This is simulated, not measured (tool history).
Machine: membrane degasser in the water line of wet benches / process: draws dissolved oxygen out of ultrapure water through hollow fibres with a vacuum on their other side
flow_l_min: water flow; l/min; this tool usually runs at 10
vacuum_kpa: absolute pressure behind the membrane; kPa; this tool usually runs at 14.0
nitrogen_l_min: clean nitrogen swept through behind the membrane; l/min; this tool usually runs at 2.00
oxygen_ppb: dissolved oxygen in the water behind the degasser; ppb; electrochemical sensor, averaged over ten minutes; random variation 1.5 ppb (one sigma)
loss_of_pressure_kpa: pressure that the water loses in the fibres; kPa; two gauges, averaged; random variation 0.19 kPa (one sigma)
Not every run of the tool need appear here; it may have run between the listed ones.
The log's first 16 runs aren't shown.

run,hour,flow_l_min,vacuum_kpa,nitrogen_l_min,oxygen_ppb,loss_of_pressure_kpa
17,2100.1,14,14.0,3.89,168.0,52.05
18,2251.5,7,14.0,0.88,206.3,25.97
19,2416.9,15,14.0,2.59,237.8,55.87
20,2498.5,15,19.3,1.72,408.6,56.04
21,2603.3,12,19.3,1.72,308.0,44.41
22,2717.1,12,19.3,1.72,306.4,44.61
23,2820.4,12,19.3,1.72,304.7,44.38
# hour 2926.7: vacuum gauge calibrated
24,3008.8,12,19.3,1.72,307.4,44.56
25,3142.8,15,14.0,1.72,310.6,55.59
26,3306.5,15,14.0,1.72,307.4,55.64
27,3451.7,10,9.2,2.00,95.9,37.19
28,3626.9,10,9.2,2.00,94.5,37.19
29,3760.1,10,9.2,2.00,95.6,37.20
30,3948.2,7,13.3,4.70,42.4,25.84
31,4107.3,7,13.3,4.70,42.9,26.15
32,4250.1,7,14.0,2.88,70.2,25.78

Branching from run 32: 3 alternative next runs. What would each branch give?
A,4364.4,10,27.8,1.89,?,?
B,4364.4,11,16.0,2.07,?,?
C,4364.4,9,13.1,3.79,?,?

run,oxygen_ppb,loss_of_pressure_kpa
A,325.0,36.80
B,194.9,41.00
C,73.3,33.41
With no hidden state in the tool, these same runs would have given:
run,oxygen_ppb,loss_of_pressure_kpa
A,324.7,36.77
B,194.7,40.97
C,73.2,33.38
